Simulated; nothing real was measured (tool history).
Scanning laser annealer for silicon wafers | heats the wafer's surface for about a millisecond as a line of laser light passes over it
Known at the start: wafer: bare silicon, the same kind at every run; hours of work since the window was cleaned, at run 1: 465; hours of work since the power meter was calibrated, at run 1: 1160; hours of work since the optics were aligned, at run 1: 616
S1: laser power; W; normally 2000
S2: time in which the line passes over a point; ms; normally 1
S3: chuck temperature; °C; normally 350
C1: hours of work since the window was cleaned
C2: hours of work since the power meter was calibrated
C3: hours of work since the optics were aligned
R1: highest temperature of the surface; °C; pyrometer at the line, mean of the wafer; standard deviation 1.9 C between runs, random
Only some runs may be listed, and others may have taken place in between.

run,hour,S1,S2,S3,C1,C2,C3,R1
1,0,2000,1,350,465,1160,616,1116
2,50.1,2000,0.74,350,499,1194,650,1000
3,81.8,2000,1,350,520,1215,671,1113
4,130.4,2000,1,350,553,1248,704,1112
# hour 182.7: optics aligned, line set to its width
5,186,2000,1,351,587,1282,2,1124
6,215.7,2000,1,351,607,1302,22,1122
7,253,2000,1,351,632,1327,47,1119
8,279.2,2000,1,351,650,1345,65,1118
9,337.2,2000,1,351,689,1384,104,1114
10,367.4,2000,1,351,710,1404,125,1113
11,418.7,2000,1,350,744,1439,159,1115
12,479.8,2000,1,350,785,1480,201,1109
13,531.1,2000,1,350,820,1515,235,1105
# hour 562: window over the wafer cleaned
14,566.2,2060,1,350,3,1537,258,1169
15,603.6,2000,1,349,28,1562,283,1138
16,658.4,2000,1.09,350,65,1599,320,1178
17,702.7,2033,0.83,350,95,1629,350,1075
18,754.6,2093,0.95,310,130,1664,385,1110
19,815.2,2123,1,388,171,1705,426,1221
20,858.9,2123,1,388,200,1735,455,1218
21,899.2,2000,1.12,365,228,1762,482,1194
22,937.1,2000,1.12,365,253,1788,508,1189
23,979,1799,1,350,281,1816,536,1041
24,1016.8,1766,0.79,350,307,1841,562,943
25,1056.5,2000,0.88,350,334,1868,589,1066
26,1112.8,1926,0.89,365,372,1906,627,1054
27,1163.4,1926,0.89,377,406,1940,661,1067
28,1209.5,1968,0.87,328,437,1971,692,1022
29,1241.1,1968,0.87,328,458,1993,713,1019
# hour 1278.4: optics aligned, line set to its width
30,1300.2,1830,1,336,495,2029,15,1040

Consider 4 possible next runs. They are alternatives, not a sequence: every one starts from the tool as it was left by run 30. What does each give?
A,1338.4,1830,1,358,521,2055,40,?
B,1338.4,2026,0.82,341,521,2055,40,?
C,1338.4,2000,0.7,320,521,2055,40,?
D,1338.4,1823,0.88,314,521,2055,40,?

run,R1
A,1060
B,1043
C,955
D,965
Without the tool's hidden state the same runs would have given:
run,R1
A,1090
B,1074
C,983
D,993

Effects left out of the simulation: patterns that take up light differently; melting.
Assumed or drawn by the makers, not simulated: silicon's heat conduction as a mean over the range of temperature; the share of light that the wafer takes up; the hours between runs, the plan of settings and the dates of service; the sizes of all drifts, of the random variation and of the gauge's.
